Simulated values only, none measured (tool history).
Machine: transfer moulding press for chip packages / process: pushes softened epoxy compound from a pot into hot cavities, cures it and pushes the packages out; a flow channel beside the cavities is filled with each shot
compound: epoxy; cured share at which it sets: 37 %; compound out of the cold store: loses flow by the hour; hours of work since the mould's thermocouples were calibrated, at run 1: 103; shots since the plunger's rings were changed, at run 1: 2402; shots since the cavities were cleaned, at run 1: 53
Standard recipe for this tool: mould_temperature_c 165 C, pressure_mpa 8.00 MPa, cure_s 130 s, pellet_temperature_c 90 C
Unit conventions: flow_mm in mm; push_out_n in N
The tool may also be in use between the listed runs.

run   hour  mould_temperature_c  pressure_mpa  cure_s  pellet_temperature_c  hours of work since the mould's thermocouples were calibrated  shots since the plunger's rings were changed  shots since the cavities were cleaned  incoming compound's hours out of the cold store  flow_mm  push_out_n
  1    0.0                  165          8.00     130                    90                                                            103                                          2402                                     53                                             40.5      503         394
  2    7.7                  160          8.00     130                    90                                                            109                                          2490                                    141                                             47.8      492         515
  3   15.9                  160          8.00     130                    90                                                            115                                          2583                                    234                                             22.7      548         569
  4   26.6                  165          8.00     130                    90                                                            123                                          2705                                    356                                             18.3      550         506
  5   34.6                  165          8.00     130                    90                                                            129                                          2795                                    446                                             14.4      559         528
  6   40.7                  165          8.00     130                    85                                                            133                                          2865                                    516                                             17.0      550         561
  7   49.5                  165          8.00     139                    90                                                            140                                          2965                                    616                                             45.0      492         559
      59.7  -- cavities cleaned with cleaning compound and waxed
  8   59.8                  165          8.00     130                    90                                                            147                                          3065                                      1                                             16.8      549         368
  9   69.3                  165          8.00     130                    90                                                            154                                          3173                                    109                                             15.4      561         419
 10   80.6                  165          8.00     130                    81                                                            162                                          3301                                    237                                             10.5      564         490
 11   89.0                  165          8.00     130                    81                                                            169                                          3397                                    333                                             34.5      511         522
 12   98.0                  165          8.00     130                    81                                                            175                                          3499                                    435                                             38.8      502         532
 13  108.8                  165          8.00     130                    81                                                            183                                          3622                                    558                                             20.5      537         587
 14  114.2                  159          7.00     144                    92                                                            187                                          3683                                    619                                             47.9      454         608
 15  119.0                  159          7.00     144                    92                                                            191                                          3738                                    674                                             37.8      474         668
     124.0  -- cavities cleaned with cleaning compound and waxed
 16  128.1                  161          6.21     130                    81                                                            197                                          3825                                     47                                             40.9      440         450
 17  134.7                  161          6.21     130                    81                                                            202                                          3900                                    122                                             43.8      434         461
 18  139.5                  161          7.43     130                   100                                                            205                                          3954                                    176                                             32.6      496         511
 19  148.7                  161          7.43     130                   100                                                            212                                          4059                                    281                                             28.7      501         564
 20  160.4                  169          8.73     148                    84                                                            221                                          4192                                    414                                             14.3      568         491
 21  169.4                  169          9.45     165                    90                                                            228                                          4294                                    516                                             31.8      551         510
 22  177.6                  165          8.00     131                    91                                                            234                                          4388                                    610                                             42.0      489         550
     188.1  -- cavities cleaned with cleaning compound and waxed
 23  189.1                  165          8.00     131                    91                                                            241                                          4501                                     11                                             37.5      498         373
 24  198.2                  163          7.62     147                    97                                                            248                                          4604                                    114                                             20.4      519         403
 25  203.7                  172          7.62     157                    98                                                            252                                          4667                                    177                                             19.9      514         387
 26  212.4                  172          7.62     157                    98                                                            259                                          4766                                    276                                             21.0      508         436

Entry by entry between the runs, the difference in hidden state between the last listed run before and the first listed run after:
Between runs 7 and 8: cavities cleaned with cleaning compound and waxed (hour 59.7)
  true mould temperature over the reading, C: -0.2 -> -0.22; pressure that reaches the compound, % of what is set: 93.72 -> 93.5; grip of the stained cavities, % over clean ones': 60.5 -> 1.6
  the result without the hidden state subtracted from the measured one, flow_mm: -16 -> -19 mm; push_out_n: +211 -> +7 N
Between runs 15 and 16: cavities cleaned with cleaning compound and waxed (hour 124.0)
  true mould temperature over the reading, C: -0.3 -> -0.31; pressure that reaches the compound, % of what is set: 92.04 -> 91.85; grip of the stained cavities, % over clean ones': 64.3 -> 9.1
  the result without the hidden state subtracted from the measured one, flow_mm: -19 -> -19 mm; push_out_n: +264 -> +43 N
Between runs 22 and 23: cavities cleaned with cleaning compound and waxed (hour 188.1)
  true mould temperature over the reading, C: -0.38 -> -0.39; pressure that reaches the compound, % of what is set: 90.65 -> 90.42; grip of the stained cavities, % over clean ones': 60.1 -> 2.9
  the result without the hidden state subtracted from the measured one, flow_mm: -24 -> -25 mm; push_out_n: +212 -> +14 N

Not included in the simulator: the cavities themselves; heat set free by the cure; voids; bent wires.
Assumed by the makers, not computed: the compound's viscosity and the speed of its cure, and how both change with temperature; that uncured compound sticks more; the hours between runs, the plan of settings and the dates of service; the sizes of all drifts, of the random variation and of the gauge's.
